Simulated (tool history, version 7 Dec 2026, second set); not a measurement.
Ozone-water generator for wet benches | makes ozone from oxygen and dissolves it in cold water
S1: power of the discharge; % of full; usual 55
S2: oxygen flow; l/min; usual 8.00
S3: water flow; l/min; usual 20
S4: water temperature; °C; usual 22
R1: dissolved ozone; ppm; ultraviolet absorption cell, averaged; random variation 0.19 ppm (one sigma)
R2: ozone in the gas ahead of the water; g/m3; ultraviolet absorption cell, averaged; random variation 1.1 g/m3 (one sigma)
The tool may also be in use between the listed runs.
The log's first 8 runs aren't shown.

{"run": 9, "hour": 621.1, "S1": 55, "S2": 8.0, "S3": 16, "S4": 22, "R1": 27.9, "R2": 190.7}
{"run": 10, "hour": 683.8, "S1": 55, "S2": 10.69, "S3": 20, "S4": 22, "R1": 22.6, "R2": 157.4}
{"run": 11, "hour": 788.4, "S1": 55, "S2": 10.69, "S3": 20, "S4": 22, "R1": 22.5, "R2": 156.9}
{"run": 12, "hour": 845.7, "S1": 55, "S2": 10.69, "S3": 13, "S4": 22, "R1": 28.5, "R2": 157.1}
{"run": 13, "hour": 947.0, "S1": 55, "S2": 10.69, "S3": 13, "S4": 23, "R1": 28.0, "R2": 156.4}
{"run": 14, "hour": 1039.4, "S1": 65, "S2": 8.0, "S3": 20, "S4": 22, "R1": 26.0, "R2": 205.9}
{"run": 15, "hour": 1136.7, "S1": 65, "S2": 8.0, "S3": 20, "S4": 22, "R1": 26.3, "R2": 203.7}
{"run": 16, "hour": 1229.7, "S1": 55, "S2": 8.0, "S3": 20, "S4": 22, "R1": 24.1, "R2": 188.2}
{"run": 17, "hour": 1275.2, "S1": 55, "S2": 8.0, "S3": 20, "S4": 22, "R1": 24.4, "R2": 188.1}
{"run": 18, "hour": 1353.6, "S1": 55, "S2": 8.0, "S3": 20, "S4": 22, "R1": 24.3, "R2": 190.2}
{"run": 19, "hour": 1404.5, "S1": 55, "S2": 8.0, "S3": 20, "S4": 22, "R1": 23.9, "R2": 187.0}
{"hour": 1415.1, "done": "contactor cleaned"}
{"run": 20, "hour": 1490.2, "S1": 95, "S2": 9.35, "S3": 20, "S4": 22, "R1": 29.6, "R2": 222.1}
{"run": 21, "hour": 1566.5, "S1": 55, "S2": 8.0, "S3": 20, "S4": 22, "R1": 23.6, "R2": 186.8}
{"run": 22, "hour": 1632.6, "S1": 87, "S2": 8.0, "S3": 20, "S4": 29, "R1": 25.8, "R2": 234.8}
{"run": 23, "hour": 1725.0, "S1": 47, "S2": 6.11, "S3": 20, "S4": 17, "R1": 25.1, "R2": 209.1}
{"run": 24, "hour": 1789.8, "S1": 41, "S2": 8.0, "S3": 32, "S4": 22, "R1": 14.1, "R2": 164.2}
{"run": 25, "hour": 1861.4, "S1": 41, "S2": 11.79, "S3": 29, "S4": 23, "R1": 13.8, "R2": 127.2}
{"run": 26, "hour": 1934.9, "S1": 41, "S2": 11.79, "S3": 29, "S4": 23, "R1": 13.7, "R2": 125.7}
{"run": 27, "hour": 2002.7, "S1": 41, "S2": 12.35, "S3": 29, "S4": 23, "R1": 13.7, "R2": 122.6}
{"hour": 2014.8, "done": "contactor cleaned, once more"}
{"run": 28, "hour": 2113.0, "S1": 41, "S2": 12.35, "S3": 29, "S4": 14, "R1": 16.8, "R2": 123.1}
{"run": 29, "hour": 2160.7, "S1": 41, "S2": 12.35, "S3": 29, "S4": 14, "R1": 16.7, "R2": 122.1}
{"run": 30, "hour": 2266.4, "S1": 44, "S2": 6.62, "S3": 20, "S4": 22, "R1": 23.1, "R2": 190.0}
{"run": 31, "hour": 2323.9, "S1": 44, "S2": 6.62, "S3": 20, "S4": 22, "R1": 22.7, "R2": 189.4}
{"run": 32, "hour": 2419.1, "S1": 98, "S2": 8.0, "S3": 13, "S4": 22, "R1": 41.4, "R2": 245.1}
{"run": 33, "hour": 2486.7, "S1": 47, "S2": 8.0, "S3": 14, "S4": 22, "R1": 28.5, "R2": 175.1}

Forecast each of these 4 alternatives for the next run:
{"run": "A", "hour": 2563.3, "S1": 47, "S2": 10.43, "S3": 14, "S4": 15, "R1": "?", "R2": "?"}
{"run": "B", "hour": 2563.3, "S1": 47, "S2": 8.0, "S3": 14, "S4": 14, "R1": "?", "R2": "?"}
{"run": "C", "hour": 2563.3, "S1": 48, "S2": 8.0, "S3": 20, "S4": 22, "R1": "?", "R2": "?"}
{"run": "D", "hour": 2563.3, "S1": 47, "S2": 8.0, "S3": 13, "S4": 19, "R1": "?", "R2": "?"}

run=A R1=30.3 R2=144.9
run=B R1=33.4 R2=172.1
run=C R1=23.1 R2=174.2
run=D R1=31.9 R2=172.1
Without the tool's hidden state the same runs would have given:
run=A R1=32.1 R2=152.1
run=B R1=35.3 R2=180.6
run=C R1=24.4 R2=182.9
run=D R1=33.7 R2=180.6
